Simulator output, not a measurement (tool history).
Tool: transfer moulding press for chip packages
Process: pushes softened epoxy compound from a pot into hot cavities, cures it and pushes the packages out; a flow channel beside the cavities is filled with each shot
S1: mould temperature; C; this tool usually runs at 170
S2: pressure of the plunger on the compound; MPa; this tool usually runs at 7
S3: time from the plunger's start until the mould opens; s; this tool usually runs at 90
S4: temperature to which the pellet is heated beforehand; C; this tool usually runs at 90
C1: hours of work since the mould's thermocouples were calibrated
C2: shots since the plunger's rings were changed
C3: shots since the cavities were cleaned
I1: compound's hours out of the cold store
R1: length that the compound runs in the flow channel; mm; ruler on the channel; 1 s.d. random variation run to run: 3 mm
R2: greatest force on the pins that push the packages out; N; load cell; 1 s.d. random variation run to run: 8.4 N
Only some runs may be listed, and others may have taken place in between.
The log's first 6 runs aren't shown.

run,hour,S1,S2,S3,S4,C1,C2,C3,I1,R1,R2
7,55.7,170,8.19,100,90,284,1532,159,10.5,640,453
8,66.8,170,8.19,100,90,291,1693,320,33.7,558,505
9,77,170,8.19,100,90,298,1842,469,33.8,553,572
10,87.2,170,8.19,100,90,305,1988,615,33.1,556,625
# hour 94.3: cavities cleaned with cleaning compound and waxed
11,95,170,8.19,100,90,309,2080,11,35.6,548,337
12,103.8,170,7,90,90,315,2208,139,38.9,498,483
13,109.6,176,7,90,90,318,2291,222,39.1,485,437
14,117.2,176,7,90,90,323,2402,333,10.1,580,483
15,124.9,176,7,90,90,329,2513,444,24.8,531,520
16,133.5,170,7,90,90,334,2638,569,21.3,547,724
# hour 144: cavities cleaned with cleaning compound and waxed
17,144.1,176,7,90,97,340,2770,2,38,481,311
18,154.3,163,7,87,82,347,2918,150,13.5,589,899
# hour 157.3: mould's thermocouples calibrated
19,166.7,163,6.54,108,80,6,3069,301,14.8,564,658
20,176.7,163,6.54,108,80,13,3213,445,15.1,559,748
21,187,164,8.62,90,90,20,3362,594,15.2,639,1104
# hour 195.5: cavities cleaned with cleaning compound and waxed
22,195.9,164,8.62,90,90,25,3469,6,35,570,576
# hour 202.3: mould's thermocouples calibrated, once more
23,209.8,165,6.69,84,84,5,3642,179,33.1,506,808
24,219.7,170,7,88,90,12,3785,322,46.2,468,579
25,231.4,177,7,108,90,19,3955,492,35.4,484,507
26,236.4,162,5.81,108,90,23,4028,565,44.3,450,724
27,243,170,8.36,91,83,27,4123,660,38,537,689
# hour 246.9: cavities cleaned with cleaning compound and waxed
28,253.7,177,6.96,91,83,33,4256,99,44.3,465,363
29,262.8,170,7.57,90,85,39,4387,230,45.1,492,504
30,273.4,166,6.14,80,81,46,4541,384,38.3,468,987

Forecast each of these 3 alternatives for the next run:
A,279.4,166,8.43,130,81,50,4627,470,19.1,?,?
B,279.4,170,7,72,90,50,4627,470,24.4,?,?
C,279.4,169,6.14,83,81,50,4627,470,41.3,?,?

run,R1,R2
A,605,505
B,528,1095
C,455,797
What these runs would have given with no unlogged condition in the tool:
run,R1,R2
A,634,292
B,554,638
C,477,465

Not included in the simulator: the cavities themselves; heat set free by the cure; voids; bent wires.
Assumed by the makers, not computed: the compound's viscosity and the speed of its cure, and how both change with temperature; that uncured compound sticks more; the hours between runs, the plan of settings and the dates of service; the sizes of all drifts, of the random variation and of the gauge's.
